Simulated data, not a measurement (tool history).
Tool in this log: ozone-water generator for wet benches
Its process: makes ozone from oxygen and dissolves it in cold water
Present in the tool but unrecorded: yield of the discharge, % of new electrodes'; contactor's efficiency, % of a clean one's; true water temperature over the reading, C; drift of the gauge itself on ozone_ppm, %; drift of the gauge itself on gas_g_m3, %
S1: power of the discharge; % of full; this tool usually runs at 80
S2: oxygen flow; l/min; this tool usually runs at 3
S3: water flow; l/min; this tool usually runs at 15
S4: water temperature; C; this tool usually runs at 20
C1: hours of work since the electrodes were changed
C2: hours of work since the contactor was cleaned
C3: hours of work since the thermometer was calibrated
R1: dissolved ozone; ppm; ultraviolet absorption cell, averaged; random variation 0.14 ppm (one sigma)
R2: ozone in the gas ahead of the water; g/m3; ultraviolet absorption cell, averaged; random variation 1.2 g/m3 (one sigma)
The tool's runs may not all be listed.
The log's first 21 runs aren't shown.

| run | day | S1 | S2 | S3 | S4 | C1 | C2 | C3 | R1 | R2 |
|---|---|---|---|---|---|---|---|---|---|---|
| 22 | 38.279 | 40 | 5.34 | 23 | 13 | 2249 | 7189 | 265 | 5.6 | 87.9 |
| 23 | 39.983 | 40 | 5.34 | 23 | 13 | 2279 | 7218 | 294 | 5.7 | 87.7 |
| 24 | 42.129 | 55 | 3 | 10 | 20 | 2315 | 7255 | 331 | 17.2 | 168.6 |
| 25 | 43.904 | 55 | 4.9 | 10 | 18 | 2346 | 7286 | 361 | 16.1 | 122 |
| 26 | 45.542 | 55 | 4.9 | 11 | 18 | 2374 | 7314 | 389 | 14.6 | 120.6 |
| 27 | 48.292 | 72 | 2.37 | 15 | 14 | 2421 | 7361 | 437 | 15.6 | 250.6 |
| 28 | 50.692 | 72 | 2.37 | 15 | 19 | 2463 | 7402 | 478 | 15.1 | 253.3 |
| 29 | 52.846 | 80 | 2.3 | 15 | 21 | 2500 | 7439 | 515 | 15.5 | 276.8 |
| 30 | 54.583 | 71 | 3.04 | 15 | 21 | 2529 | 7469 | 545 | 14 | 209.4 |

Predict the results of run 31:
| 31 | 56.433 | 58 | 2.79 | 12 | 13 | 2561 | 7501 | 577 | ? | ? |

Run 31 gave R1 16.7 ppm, R2 189.1 g/m3.
Had the tool carried no hidden state, the very same run would have given R1 16.7 ppm, R2 185.3 g/m3.
